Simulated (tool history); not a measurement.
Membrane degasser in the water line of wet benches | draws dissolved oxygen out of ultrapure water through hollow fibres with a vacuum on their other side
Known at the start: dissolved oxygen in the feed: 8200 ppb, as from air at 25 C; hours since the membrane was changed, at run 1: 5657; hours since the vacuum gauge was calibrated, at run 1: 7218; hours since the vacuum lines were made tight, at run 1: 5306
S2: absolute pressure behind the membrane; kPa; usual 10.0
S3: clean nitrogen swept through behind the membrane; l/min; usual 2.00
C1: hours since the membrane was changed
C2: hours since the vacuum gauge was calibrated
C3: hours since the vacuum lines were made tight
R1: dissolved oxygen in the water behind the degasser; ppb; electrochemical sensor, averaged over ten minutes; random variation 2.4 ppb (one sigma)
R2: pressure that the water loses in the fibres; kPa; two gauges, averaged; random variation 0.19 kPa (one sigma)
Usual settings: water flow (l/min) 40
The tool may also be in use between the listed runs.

Run 1, hour 0.0: usual settings; C1 5657; C2 7218; C3 5306. Result: R1 313.9 ppb, R2 41.03 kPa.
Run 2, hour 119.8: usual settings; C1 5777; C2 7338; C3 5425. Result: R1 314.1 ppb, R2 40.69 kPa.
At hour 133.7: vacuum gauge calibrated.
Run 3, hour 329.8: usual settings; C1 5986; C2 196; C3 5635. Result: R1 312.6 ppb, R2 40.89 kPa.
Run 4, hour 491.3: usual settings but S3 1.01 l/min; C1 6148; C2 358; C3 5796. Result: R1 533.5 ppb, R2 40.76 kPa.
Run 5, hour 711.5: usual settings but S3 1.01 l/min; C1 6368; C2 578; C3 6017. Result: R1 535.2 ppb, R2 40.90 kPa.
Run 6, hour 845.1: usual settings but S3 1.01 l/min; C1 6502; C2 711; C3 6150. Result: R1 531.5 ppb, R2 40.82 kPa.
Run 7, hour 1039.6: usual settings; C1 6696; C2 906; C3 6345. Result: R1 310.0 ppb, R2 40.67 kPa.
Run 8, hour 1143.7: usual settings but S3 1.00 l/min; C1 6800; C2 1010; C3 6449. Result: R1 536.0 ppb, R2 40.91 kPa.
Run 9, hour 1362.1: usual settings but S3 4.85 l/min; C1 7019; C2 1228; C3 6667. Result: R1 152.1 ppb, R2 40.76 kPa.
Run 10, hour 1543.2: usual settings; C1 7200; C2 1409; C3 6848. Result: R1 311.2 ppb, R2 40.86 kPa.
Run 11, hour 1752.8: usual settings but water flow (l/min) 52; C1 7409; C2 1619; C3 7058. Result: R1 427.7 ppb, R2 52.79 kPa.
Run 12, hour 1904.5: usual settings but water flow (l/min) 57, S2 19.5 kPa, S3 2.96 l/min; C1 7561; C2 1771; C3 7210. Result: R1 729.4 ppb, R2 58.20 kPa.
Run 13, hour 2082.1: usual settings but water flow (l/min) 30, S3 2.50 l/min; C1 7739; C2 1948; C3 7387. Result: R1 194.2 ppb, R2 30.38 kPa.
Run 14, hour 2231.1: usual settings but water flow (l/min) 54, S2 10.9 kPa, S3 3.15 l/min; C1 7888; C2 2097; C3 7536. Result: R1 351.2 ppb, R2 55.55 kPa.
Run 15, hour 2410.2: usual settings but S2 12.9 kPa, S3 3.28 l/min; C1 8067; C2 2277; C3 7715. Result: R1 287.9 ppb, R2 40.83 kPa.
Run 16, hour 2574.2: usual settings but water flow (l/min) 58, S2 15.9 kPa, S3 4.62 l/min; C1 8231; C2 2440; C3 7879. Result: R1 441.1 ppb, R2 59.28 kPa.
Run 17, hour 2791.7: usual settings but water flow (l/min) 58, S2 15.9 kPa, S3 4.62 l/min; C1 8448; C2 2658; C3 8097. Result: R1 434.1 ppb, R2 59.24 kPa.
At hour 2959.3: seals of the vacuum lines changed.
Run 18, hour 2959.3: usual settings but water flow (l/min) 51, S2 23.9 kPa, S3 5.92 l/min; C1 8614; C2 2824; C3 0. Result: R1 455.0 ppb, R2 51.79 kPa.
Run 19, hour 3082.9: usual settings but S3 1.31 l/min; C1 8737; C2 2947; C3 124. Result: R1 439.0 ppb, R2 41.02 kPa.
Run 20, hour 3188.6: usual settings but water flow (l/min) 52, S2 23.3 kPa, S3 1.31 l/min; C1 8843; C2 3053; C3 229. Result: R1 1410.8 ppb, R2 52.93 kPa.
Run 21, hour 3322.6: usual settings but water flow (l/min) 24, S2 10.1 kPa, S3 3.56 l/min; C1 8977; C2 3187; C3 363. Result: R1 113.6 ppb, R2 24.50 kPa.

5 ways to go on from here, each from the tool as it stands after run 21. What would each give?
Run A, hour 3441.2: usual settings but water flow (l/min) 33, S2 14.1 kPa, S3 1.21 l/min; C1 9096; C2 3306; C3 482. Result: R1 ?, R2 ?.
Run B, hour 3441.2: usual settings but S2 9.0 kPa; C1 9096; C2 3306; C3 482. Result: R1 ?, R2 ?.
Run C, hour 3441.2: usual settings but water flow (l/min) 24, S2 10.1 kPa, S3 0.81 l/min; C1 9096; C2 3306; C3 482. Result: R1 ?, R2 ?.
Run D, hour 3441.2: usual settings but water flow (l/min) 35; C1 9096; C2 3306; C3 482. Result: R1 ?, R2 ?.
Run E, hour 3441.2: usual settings but S2 6.5 kPa; C1 9096; C2 3306; C3 482. Result: R1 ?, R2 ?.

run     R1     R2
  A  609.1  33.99
  B  268.5  40.86
  C  410.7  24.33
  D  273.1  35.38
  E  164.8  40.87
Without the tool's hidden state the same runs would have given:
run     R1     R2
  A  608.9  33.96
  B  268.3  40.83
  C  410.5  24.31
  D  273.0  35.35
  E  164.6  40.83

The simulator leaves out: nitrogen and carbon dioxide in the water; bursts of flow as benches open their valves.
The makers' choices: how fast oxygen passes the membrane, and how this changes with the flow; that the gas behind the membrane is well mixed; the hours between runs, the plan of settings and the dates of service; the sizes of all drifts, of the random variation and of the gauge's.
